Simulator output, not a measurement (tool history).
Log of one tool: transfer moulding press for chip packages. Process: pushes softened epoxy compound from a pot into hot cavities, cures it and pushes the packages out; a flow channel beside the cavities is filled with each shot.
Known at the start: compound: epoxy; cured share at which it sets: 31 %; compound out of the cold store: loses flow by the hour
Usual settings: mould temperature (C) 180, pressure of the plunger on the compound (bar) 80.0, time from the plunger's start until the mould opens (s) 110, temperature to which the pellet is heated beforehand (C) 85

| run | hour | mould temperature (C) | pressure of the plunger on the compound (bar) | time from the plunger's start until the mould opens (s) | temperature to which the pellet is heated beforehand (C) | incoming compound's hours out of the cold store | length that the compound runs in the flow channel (mm) | greatest force on the pins that push the packages out (N) |
|---|---|---|---|---|---|---|---|---|
| 1 | 0.0 | 180 | 80.0 | 110 | 85 | 26.6 | 588 | 396 |
|  | 10.7 | plunger's sealing rings changed |
| 2 | 20.5 | 180 | 80.0 | 110 | 85 | 13.4 | 680 | 448 |
| 3 | 36.6 | 180 | 80.0 | 110 | 85 | 39.6 | 591 | 444 |
|  | 43.5 | cavities cleaned with cleaning compound and waxed |
| 4 | 50.8 | 180 | 80.0 | 110 | 85 | 45.0 | 569 | 315 |
| 5 | 67.6 | 180 | 80.0 | 110 | 85 | 43.6 | 572 | 362 |
| 6 | 81.9 | 180 | 80.0 | 110 | 85 | 13.1 | 677 | 452 |
| 7 | 99.5 | 180 | 80.0 | 110 | 85 | 11.6 | 680 | 496 |
|  | 107.6 | cavities cleaned with cleaning compound and waxed |
| 8 | 112.5 | 180 | 80.0 | 110 | 85 | 11.6 | 679 | 317 |
| 9 | 121.2 | 180 | 80.0 | 110 | 85 | 40.1 | 578 | 339 |
| 10 | 131.6 | 180 | 80.0 | 110 | 85 | 14.9 | 662 | 396 |
| 11 | 146.5 | 180 | 80.0 | 110 | 85 | 35.0 | 589 | 412 |
| 12 | 160.1 | 180 | 80.0 | 110 | 84 | 43.3 | 563 | 432 |
| 13 | 169.0 | 180 | 80.0 | 129 | 85 | 39.0 | 572 | 350 |
|  | 171.9 | cavities cleaned with cleaning compound and waxed |
| 14 | 178.9 | 180 | 80.0 | 129 | 85 | 41.5 | 564 | 253 |
| 15 | 192.1 | 180 | 80.0 | 124 | 76 | 31.9 | 595 | 306 |
| 16 | 211.1 | 180 | 95.6 | 124 | 76 | 24.0 | 687 | 359 |
| 17 | 219.5 | 180 | 80.0 | 92 | 85 | 47.3 | 547 | 614 |
|  | 236.8 | cavities cleaned with cleaning compound and waxed |
| 18 | 237.2 | 186 | 80.0 | 92 | 85 | 30.3 | 580 | 267 |
|  | 240.7 | mould's thermocouples calibrated |
| 19 | 258.6 | 180 | 84.6 | 94 | 94 | 37.7 | 582 | 519 |
| 20 | 273.2 | 180 | 95.5 | 94 | 94 | 15.9 | 706 | 616 |
| 21 | 284.5 | 180 | 95.5 | 146 | 81 | 36.0 | 629 | 314 |
| 22 | 296.8 | 180 | 95.5 | 146 | 81 | 8.8 | 723 | 334 |
|  | 303.6 | cavities cleaned with cleaning compound and waxed |
| 23 | 312.5 | 180 | 95.5 | 146 | 81 | 25.7 | 659 | 232 |
|  | 322.4 | mould's thermocouples calibrated, once more |
| 24 | 329.8 | 181 | 63.6 | 128 | 92 | 34.0 | 510 | 284 |
| 25 | 344.7 | 177 | 80.0 | 108 | 85 | 13.7 | 646 | 580 |
| 26 | 364.0 | 177 | 80.0 | 108 | 85 | 9.6 | 663 | 655 |
|  | 370.0 | cavities cleaned with cleaning compound and waxed |
| 27 | 379.8 | 180 | 75.3 | 110 | 80 | 33.1 | 553 | 319 |
| 28 | 390.9 | 180 | 75.3 | 110 | 80 | 43.6 | 528 | 359 |

3 ways to go on from here, each from the tool as it stands after run 28. What would each give?
| A | 404.0 | 184 | 75.3 | 110 | 80 | 32.6 | ? | ? |
| B | 404.0 | 179 | 80.0 | 139 | 85 | 37.9 | ? | ? |
| C | 404.0 | 180 | 80.0 | 110 | 87 | 33.1 | ? | ? |

| run | length that the compound runs in the flow channel (mm) | greatest force on the pins that push the packages out (N) |
|---|---|---|
| A | 554 | 329 |
| B | 563 | 304 |
| C | 566 | 401 |
Without the tool's hidden state the same runs would have given:
| run | length that the compound runs in the flow channel (mm) | greatest force on the pins that push the packages out (N) |
|---|---|---|
| A | 591 | 220 |
| B | 601 | 206 |
| C | 605 | 266 |

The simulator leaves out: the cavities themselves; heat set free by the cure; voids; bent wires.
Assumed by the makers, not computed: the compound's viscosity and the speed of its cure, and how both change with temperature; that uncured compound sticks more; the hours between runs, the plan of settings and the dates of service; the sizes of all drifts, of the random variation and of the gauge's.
